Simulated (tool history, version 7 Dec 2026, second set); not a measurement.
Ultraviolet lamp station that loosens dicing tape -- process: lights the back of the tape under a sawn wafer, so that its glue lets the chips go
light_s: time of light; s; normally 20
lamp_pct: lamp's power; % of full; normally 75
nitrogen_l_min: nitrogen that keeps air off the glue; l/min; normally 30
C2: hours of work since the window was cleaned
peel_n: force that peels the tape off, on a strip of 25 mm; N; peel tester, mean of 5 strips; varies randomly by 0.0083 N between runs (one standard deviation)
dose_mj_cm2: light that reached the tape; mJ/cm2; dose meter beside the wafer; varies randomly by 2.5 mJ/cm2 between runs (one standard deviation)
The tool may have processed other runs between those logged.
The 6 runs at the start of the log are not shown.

run 7 hour=47.6 | light_s=20 lamp_pct=75 nitrogen_l_min=32 | hours_of_work_of_the_lamp=171 C2=171 | peel_n=0.367 dose_mj_cm2=273
run 8 hour=54.4 | light_s=20 lamp_pct=75 nitrogen_l_min=32 | hours_of_work_of_the_lamp=175 C2=175 | peel_n=0.368 dose_mj_cm2=267
run 9 hour=60.2 | light_s=20 lamp_pct=75 nitrogen_l_min=31 | hours_of_work_of_the_lamp=179 C2=179 | peel_n=0.390 dose_mj_cm2=271
run 10 hour=67.3 | light_s=20 lamp_pct=75 nitrogen_l_min=31 | hours_of_work_of_the_lamp=183 C2=183 | peel_n=0.400 dose_mj_cm2=269
run 11 hour=74.4 | light_s=20 lamp_pct=75 nitrogen_l_min=31 | hours_of_work_of_the_lamp=187 C2=187 | peel_n=0.386 dose_mj_cm2=267
run 12 hour=79.0 | light_s=20 lamp_pct=75 nitrogen_l_min=31 | hours_of_work_of_the_lamp=190 C2=190 | peel_n=0.381 dose_mj_cm2=268
run 13 hour=88.4 | light_s=20 lamp_pct=75 nitrogen_l_min=9 | hours_of_work_of_the_lamp=196 C2=196 | peel_n=1.019 dose_mj_cm2=261
run 14 hour=94.5 | light_s=20 lamp_pct=75 nitrogen_l_min=9 | hours_of_work_of_the_lamp=199 C2=199 | peel_n=0.990 dose_mj_cm2=268
run 15 hour=101.9 | light_s=20 lamp_pct=75 nitrogen_l_min=30 | hours_of_work_of_the_lamp=204 C2=204 | peel_n=0.405 dose_mj_cm2=269
run 16 hour=109.0 | light_s=16 lamp_pct=75 nitrogen_l_min=30 | hours_of_work_of_the_lamp=208 C2=208 | peel_n=0.633 dose_mj_cm2=216
run 17 hour=115.9 | light_s=16 lamp_pct=75 nitrogen_l_min=30 | hours_of_work_of_the_lamp=212 C2=212 | peel_n=0.663 dose_mj_cm2=212
run 18 hour=124.5 | light_s=16 lamp_pct=75 nitrogen_l_min=30 | hours_of_work_of_the_lamp=217 C2=217 | peel_n=0.643 dose_mj_cm2=215
run 19 hour=132.2 | light_s=16 lamp_pct=68 nitrogen_l_min=30 | hours_of_work_of_the_lamp=222 C2=222 | peel_n=0.810 dose_mj_cm2=192
run 20 hour=142.2 | light_s=16 lamp_pct=68 nitrogen_l_min=30 | hours_of_work_of_the_lamp=228 C2=228 | peel_n=0.830 dose_mj_cm2=190
run 21 hour=147.2 | light_s=16 lamp_pct=68 nitrogen_l_min=30 | hours_of_work_of_the_lamp=231 C2=231 | peel_n=0.818 dose_mj_cm2=193
run 22 hour=156.5 | light_s=16 lamp_pct=68 nitrogen_l_min=30 | hours_of_work_of_the_lamp=236 C2=236 | peel_n=0.788 dose_mj_cm2=188
run 23 hour=164.3 | light_s=20 lamp_pct=90 nitrogen_l_min=30 | hours_of_work_of_the_lamp=241 C2=241 | peel_n=0.294 dose_mj_cm2=310
run 24 hour=169.1 | light_s=19 lamp_pct=60 nitrogen_l_min=25 | hours_of_work_of_the_lamp=244 C2=244 | peel_n=0.848 dose_mj_cm2=201
run 25 hour=173.7 | light_s=19 lamp_pct=60 nitrogen_l_min=25 | hours_of_work_of_the_lamp=247 C2=247 | peel_n=0.872 dose_mj_cm2=196
run 26 hour=179.0 | light_s=20 lamp_pct=88 nitrogen_l_min=54 | hours_of_work_of_the_lamp=250 C2=250 | peel_n=0.233 dose_mj_cm2=305
run 27 hour=186.2 | light_s=14 lamp_pct=72 nitrogen_l_min=43 | hours_of_work_of_the_lamp=254 C2=254 | peel_n=0.775 dose_mj_cm2=176
run 28 hour=191.0 | light_s=29 lamp_pct=83 nitrogen_l_min=16 | hours_of_work_of_the_lamp=257 C2=257 | peel_n=0.254 dose_mj_cm2=419
run 29 hour=196.7 | light_s=24 lamp_pct=66 nitrogen_l_min=30 | hours_of_work_of_the_lamp=260 C2=260 | peel_n=0.356 dose_mj_cm2=272
run 30 hour=204.0 | light_s=20 lamp_pct=90 nitrogen_l_min=43 | hours_of_work_of_the_lamp=265 C2=265 | peel_n=0.245 dose_mj_cm2=312

What does the tool deliver on the next run?
run 31 hour=212.3 | light_s=12 lamp_pct=83 nitrogen_l_min=39 | hours_of_work_of_the_lamp=270 C2=270 | peel_n=? dose_mj_cm2=?

peel_n: 0.829 N
dose_mj_cm2: 171 mJ/cm2
If the tool had no hidden condition, the same run with the same run-to-run variation would have returned peel_n 0.654 N, dose_mj_cm2 193 mJ/cm2.

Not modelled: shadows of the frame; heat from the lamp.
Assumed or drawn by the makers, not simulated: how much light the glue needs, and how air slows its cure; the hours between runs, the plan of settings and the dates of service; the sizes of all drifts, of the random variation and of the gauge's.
